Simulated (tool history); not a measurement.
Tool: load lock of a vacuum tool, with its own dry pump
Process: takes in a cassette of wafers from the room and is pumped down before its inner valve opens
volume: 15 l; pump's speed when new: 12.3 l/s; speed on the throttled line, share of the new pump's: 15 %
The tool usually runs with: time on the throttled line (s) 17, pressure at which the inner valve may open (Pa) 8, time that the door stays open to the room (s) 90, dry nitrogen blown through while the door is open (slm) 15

run	hour	time on the throttled line (s)	pressure at which the inner valve may open (Pa)	time that the door stays open to the room (s)	dry nitrogen blown through while the door is open (slm)	incoming humidity of the room's air, %	time from the closed door until the inner valve may open (s)	rise of the pressure with all valves shut (Pa/min)
1	0.0	17	8	90	15	46.4	26.34	0.189
2	301.3	17	8	90	15	46.2	26.37	0.183
3	491.9	17	8	90	15	49.0	26.38	0.195
4	717.0	17	8	90	15	43.5	26.31	0.182
5	1038.7	17	8	90	15	46.8	26.40	0.195
6	1221.1	17	8	90	15	44.2	26.43	0.191
7	1380.9	17	8	90	15	45.5	26.52	0.192
8	1528.9	17	8	90	15	44.8	26.37	0.195
9	1795.4	17	8	31	15	43.4	26.37	0.157
10	2044.6	17	7	90	15	44.4	26.67	0.199
11	2338.2	17	7	90	15	45.5	26.84	0.209
12	2581.0	17	7	90	15	41.0	26.39	0.204
13	2739.5	10	8	90	15	46.2	20.61	0.214
14	3030.6	17	15	60	11	45.7	25.72	0.204
15	3256.2	17	15	60	11	42.4	25.75	0.204
16	3450.6	19	13	186	15	43.9	27.45	0.260
17	3760.3	17	8	90	36	45.1	26.58	0.189
18	4007.6	17	8	90	36	41.9	26.67	0.188
19	4309.9	17	8	90	36	44.6	26.50	0.203
20	4625.1	26	8	64	36	46.6	34.15	0.201
21	4821.4	21	11	93	14	46.0	29.52	0.245
22	5145.0	24	11	94	14	48.7	31.97	0.258

Forecast each of these 5 alternatives for the next run:
A	5444.8	24	11	94	17	45.2	?	?
B	5444.8	14	11	162	14	49.3	?	?
C	5444.8	24	8	233	14	42.9	?	?
D	5444.8	31	9	94	31	46.9	?	?
E	5444.8	15	12	55	15	47.7	?	?

run	time from the closed door until the inner valve may open (s)	rise of the pressure with all valves shut (Pa/min)
A	32.23	0.243
B	23.74	0.301
C	32.54	0.308
D	38.35	0.226
E	24.35	0.224
Had the tool no hidden state, the same runs would have come out as:
run	time from the closed door until the inner valve may open (s)	rise of the pressure with all valves shut (Pa/min)
A	31.63	0.110
B	23.01	0.169
C	31.91	0.176
D	37.81	0.095
E	23.65	0.090
